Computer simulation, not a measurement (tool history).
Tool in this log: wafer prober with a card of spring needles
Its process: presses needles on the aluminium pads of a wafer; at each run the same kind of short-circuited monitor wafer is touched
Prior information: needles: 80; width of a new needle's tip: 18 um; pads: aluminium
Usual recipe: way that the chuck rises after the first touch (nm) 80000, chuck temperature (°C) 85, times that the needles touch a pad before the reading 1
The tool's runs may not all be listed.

run   hour  way that the chuck rises after the first touch (nm)  chuck temperature (°C)  times that the needles touch a pad before the reading  resistance of one needle with its contact and lead (mohm)  way that a needle slides on the pad (nm)
  1      0                                                80000                      85                                                      1                                                        175                                     12440
       9.9  -- tips cleaned on abrasive film
  2   12.3                                                80000                      85                                                      3                                                        176                                     12530
      23.7  -- tips cleaned on abrasive film
  3     26                                                80000                      31                                                      3                                                        165                                     12370
  4   32.7                                                80000                      85                                                      1                                                        171                                     12390
      37.6  -- tips cleaned on abrasive film
  5   44.2                                                80000                      85                                                      1                                                        175                                     12460
      50.7  -- tips cleaned on abrasive film
  6     52                                                80000                      85                                                      1                                                        175                                     12390
  7   62.6                                                80000                      85                                                      1                                                        174                                     12380
        64  -- tips cleaned on abrasive film
  8   73.3                                                80000                      85                                                      1                                                        176                                     12450
      77.2  -- tips cleaned on abrasive film
  9   87.2                                                80000                      85                                                      1                                                        178                                     12250
      90.1  -- tips cleaned on abrasive film
 10   95.9                                                91000                      85                                                      1                                                        174                                     14090
 11  102.5                                                62000                      73                                                      2                                                        176                                      9640
     103.3  -- tips cleaned on abrasive film
 12  111.1                                                63000                      25                                                      1                                                        165                                      9790
     116.8  -- tips cleaned on abrasive film
 13  119.2                                                71000                      85                                                      1                                                        175                                     11080
     129.8  -- tips cleaned on abrasive film
 14  134.1                                                71000                      85                                                      1                                                        177                                     10960
     142.9  -- tips cleaned on abrasive film
 15  148.3                                                76000                      56                                                      2                                                        171                                     11720
     156.9  -- tips cleaned on abrasive film
 16  160.7                                                71000                      31                                                      3                                                        163                                     11000
 17    168                                                97000                      55                                                      1                                                        165                                     15070

Consider 4 possible next runs. They are alternatives, not a sequence: every one starts from the tool as it was left by run 17. What does each give?
     170.5  -- tips cleaned on abrasive film
  A  175.9                                                82000                      25                                                      3                                                          ?                                         ?
     170.5  -- tips cleaned on abrasive film
  B  175.9                                                97000                      68                                                      1                                                          ?                                         ?
     170.5  -- tips cleaned on abrasive film
  C  175.9                                                95000                      34                                                      1                                                          ?                                         ?
     170.5  -- tips cleaned on abrasive film
  D  175.9                                                80000                      25                                                      2                                                          ?                                         ?

run  resistance of one needle with its contact and lead (mohm)  way that a needle slides on the pad (nm)
  A                                                        161                                     12700
  B                                                        168                                     15040
  C                                                        163                                     14790
  D                                                        161                                     12370
Had the tool no hidden state, the same runs would have come out as:
run  resistance of one needle with its contact and lead (mohm)  way that a needle slides on the pad (nm)
  A                                                        161                                     12710
  B                                                        168                                     15050
  C                                                        162                                     14800
  D                                                        161                                     12370
